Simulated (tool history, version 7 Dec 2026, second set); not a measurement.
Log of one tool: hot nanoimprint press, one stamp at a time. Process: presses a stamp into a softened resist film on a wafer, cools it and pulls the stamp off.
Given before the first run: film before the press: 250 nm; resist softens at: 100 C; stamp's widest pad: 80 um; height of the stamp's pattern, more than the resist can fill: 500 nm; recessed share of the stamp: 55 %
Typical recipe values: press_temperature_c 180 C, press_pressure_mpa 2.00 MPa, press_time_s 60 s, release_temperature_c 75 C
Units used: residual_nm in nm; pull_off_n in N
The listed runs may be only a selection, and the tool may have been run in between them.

run 1 hour=0.0 | press_temperature_c=180 press_pressure_mpa=2.00 press_time_s=60 release_temperature_c=75 | residual_nm=103.5 pull_off_n=200
run 2 hour=9.4 | press_temperature_c=180 press_pressure_mpa=2.00 press_time_s=60 release_temperature_c=75 | residual_nm=103.2 pull_off_n=200
run 3 hour=14.4 | press_temperature_c=180 press_pressure_mpa=2.72 press_time_s=60 release_temperature_c=75 | residual_nm=87.3 pull_off_n=194
run 4 hour=19.5 | press_temperature_c=180 press_pressure_mpa=2.00 press_time_s=60 release_temperature_c=75 | residual_nm=103.3 pull_off_n=201
run 5 hour=26.7 | press_temperature_c=180 press_pressure_mpa=2.00 press_time_s=60 release_temperature_c=75 | residual_nm=102.6 pull_off_n=204
run 6 hour=31.8 | press_temperature_c=180 press_pressure_mpa=2.00 press_time_s=60 release_temperature_c=75 | residual_nm=104.4 pull_off_n=208
-- hour=43.0 plate thermocouple calibrated
run 7 hour=45.2 | press_temperature_c=180 press_pressure_mpa=2.00 press_time_s=60 release_temperature_c=75 | residual_nm=92.9 pull_off_n=198
run 8 hour=52.3 | press_temperature_c=180 press_pressure_mpa=2.00 press_time_s=60 release_temperature_c=75 | residual_nm=92.2 pull_off_n=198
run 9 hour=62.3 | press_temperature_c=180 press_pressure_mpa=2.00 press_time_s=32 release_temperature_c=75 | residual_nm=116.9 pull_off_n=205
run 10 hour=66.8 | press_temperature_c=180 press_pressure_mpa=2.00 press_time_s=42 release_temperature_c=75 | residual_nm=106.0 pull_off_n=197
run 11 hour=72.0 | press_temperature_c=180 press_pressure_mpa=2.00 press_time_s=42 release_temperature_c=75 | residual_nm=106.6 pull_off_n=204
run 12 hour=81.5 | press_temperature_c=180 press_pressure_mpa=2.00 press_time_s=60 release_temperature_c=75 | residual_nm=93.7 pull_off_n=202
run 13 hour=90.3 | press_temperature_c=180 press_pressure_mpa=2.00 press_time_s=60 release_temperature_c=75 | residual_nm=93.8 pull_off_n=203
run 14 hour=94.9 | press_temperature_c=180 press_pressure_mpa=2.00 press_time_s=60 release_temperature_c=75 | residual_nm=92.1 pull_off_n=204
run 15 hour=105.6 | press_temperature_c=190 press_pressure_mpa=1.67 press_time_s=30 release_temperature_c=68 | residual_nm=88.3 pull_off_n=232
run 16 hour=113.8 | press_temperature_c=190 press_pressure_mpa=1.67 press_time_s=30 release_temperature_c=68 | residual_nm=89.0 pull_off_n=235
run 17 hour=119.9 | press_temperature_c=190 press_pressure_mpa=1.67 press_time_s=30 release_temperature_c=68 | residual_nm=87.6 pull_off_n=230

For run 18, what comes out?
run 18 hour=130.8 | press_temperature_c=190 press_pressure_mpa=1.67 press_time_s=30 release_temperature_c=68 | residual_nm=? pull_off_n=?

Run 18 produced residual_nm 88.0 nm, pull_off_n 230 N.
If the tool had no hidden condition, the same run with the same run-to-run variation would have returned residual_nm 85.9 nm, pull_off_n 177 N.
